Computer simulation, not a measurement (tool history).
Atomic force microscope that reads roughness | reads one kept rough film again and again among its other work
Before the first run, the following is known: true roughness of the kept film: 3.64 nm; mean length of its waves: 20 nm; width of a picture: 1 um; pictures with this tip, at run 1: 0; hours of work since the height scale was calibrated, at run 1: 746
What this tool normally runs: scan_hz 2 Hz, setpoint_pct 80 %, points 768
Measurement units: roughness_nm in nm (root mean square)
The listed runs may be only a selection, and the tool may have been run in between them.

run	day	scan_hz	setpoint_pct	points	pictures with this tip	hours of work since the height scale was calibrated	roughness_nm
1	0	2	80	768	0	746	2.17
2	0.708	2	80	768	28	755	1.862
3	1.9	2	80	768	75	769	1.465
4	3.125	0.61	80	768	123	784	1.363
# day 3.996: new tip fitted
5	4.358	3.9	80	768	14	799	1.786
# day 4.483: height scale calibrated on a step standard
6	5.633	3.9	90	691	63	14	1.163
7	6.829	2.28	56	390	110	29	1.481
8	7.592	0.53	81	380	140	38	1.314
# day 8.058: new tip fitted
9	8.321	3.39	63	768	10	47	2.176
# day 8.846: height scale calibrated on a step standard, once more
10	9.538	1.5	80	861	56	8	1.682

Predict each of these 3 candidate next runs independently; none follows another, all start after run 10:
A	10.504	2	80	344	94	20	?
B	10.504	1.5	80	439	94	20	?
C	10.504	1.5	80	942	94	20	?

run	roughness_nm
A	1.348
B	1.426
C	1.44
What these runs would have given with no unlogged condition in the tool:
run	roughness_nm
A	2.177
B	2.297
C	2.323

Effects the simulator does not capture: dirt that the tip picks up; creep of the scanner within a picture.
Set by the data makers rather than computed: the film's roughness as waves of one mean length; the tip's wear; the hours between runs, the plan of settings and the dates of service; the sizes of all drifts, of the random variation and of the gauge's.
